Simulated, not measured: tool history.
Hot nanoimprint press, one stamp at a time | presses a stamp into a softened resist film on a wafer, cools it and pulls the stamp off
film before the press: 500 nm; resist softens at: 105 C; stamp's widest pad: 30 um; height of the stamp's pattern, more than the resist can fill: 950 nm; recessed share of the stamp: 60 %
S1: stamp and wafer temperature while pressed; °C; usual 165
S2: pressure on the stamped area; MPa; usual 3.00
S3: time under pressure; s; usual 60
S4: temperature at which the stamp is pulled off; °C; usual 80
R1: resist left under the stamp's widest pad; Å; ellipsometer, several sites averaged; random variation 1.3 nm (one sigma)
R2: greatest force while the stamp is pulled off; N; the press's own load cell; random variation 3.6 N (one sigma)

Run 1, hour 0.0: usual settings. Result: R1 2288 Å, R2 175 N.
Run 2, hour 21.6: usual settings. Result: R1 2278 Å, R2 181 N.
At hour 41.6: plate thermocouple calibrated.
Run 3, hour 43.3: usual settings. Result: R1 2364 Å, R2 188 N.
Run 4, hour 56.9: usual settings. Result: R1 2353 Å, R2 188 N.
Run 5, hour 73.6: usual settings. Result: R1 2357 Å, R2 195 N.
Run 6, hour 88.0: usual settings. Result: R1 2368 Å, R2 187 N.
Run 7, hour 98.7: usual settings. Result: R1 2356 Å, R2 198 N.
Run 8, hour 112.5: usual settings. Result: R1 2372 Å, R2 202 N.
Run 9, hour 125.6: usual settings. Result: R1 2384 Å, R2 201 N.
Run 10, hour 146.6: usual settings. Result: R1 2391 Å, R2 203 N.
Run 11, hour 161.2: usual settings. Result: R1 2370 Å, R2 210 N.
At hour 173.5: plate thermocouple calibrated, once more.
Run 12, hour 185.6: usual settings. Result: R1 2094 Å, R2 202 N.
Run 13, hour 200.7: usual settings but S2 2.64 MPa, S3 74 s. Result: R1 2037 Å, R2 201 N.
Run 14, hour 219.3: usual settings but S1 163 °C, S2 1.85 MPa, S3 32 s, S4 73 °C. Result: R1 3359 Å, R2 228 N.
Run 15, hour 239.2: usual settings but S3 31 s, S4 82 °C. Result: R1 2680 Å, R2 205 N.
Run 16, hour 256.2: usual settings but S3 96 s, S4 82 °C. Result: R1 1736 Å, R2 217 N.
Run 17, hour 269.0: usual settings but S1 172 °C, S2 2.20 MPa, S4 85 °C. Result: R1 1833 Å, R2 209 N.
Run 18, hour 279.5: usual settings but S1 172 °C, S2 4.63 MPa, S4 71 °C. Result: R1 1296 Å, R2 251 N.
Run 19, hour 299.0: usual settings but S1 164 °C, S2 4.63 MPa, S3 40 s, S4 71 °C. Result: R1 2144 Å, R2 252 N.
Run 20, hour 314.3: usual settings but S1 154 °C, S2 2.45 MPa, S3 40 s, S4 71 °C. Result: R1 3749 Å, R2 260 N.
Run 21, hour 325.4: usual settings but S1 160 °C, S2 4.10 MPa, S3 40 s, S4 71 °C. Result: R1 2646 Å, R2 256 N.
At hour 340.6: stamp cleaned and given a new release coat.
Run 22, hour 351.6: usual settings but S1 160 °C, S2 4.10 MPa, S3 40 s, S4 71 °C. Result: R1 2604 Å, R2 197 N.
Run 23, hour 363.6: usual settings but S1 161 °C, S2 2.26 MPa, S3 40 s, S4 71 °C. Result: R1 3164 Å, R2 197 N.

Hidden state or all else? Some run-to-run changes of R1, split into what the settings, what came in and random variation would give without the hidden state, and what is left for the hidden state (with any gauge scatter that isn't in both results):
The hidden state here: true temperature over the reading, C; pressure that arrives at the usual setting, %; grip of the stamp's worn release coat, % over a new coat's; drift of the gauge itself on residual_nm, %; drift of the gauge itself on pull_off_n, %.
Run 2 -> 3: plate thermocouple calibrated. R1 +86 Å: hidden state +84, all else +2.
Run 11 -> 12: plate thermocouple calibrated, once more. R1 -276 Å: hidden state -294, all else +18.
Run 13 -> 14: S1 165 -> 163, S2 2.64 -> 1.85, S3 74 -> 32, S4 80 -> 73. R1 +1322 Å: hidden state -3, all else +1325.
Run 19 -> 20: S1 164 -> 154, S2 4.63 -> 2.45. R1 +1605 Å: hidden state -18, all else +1623.
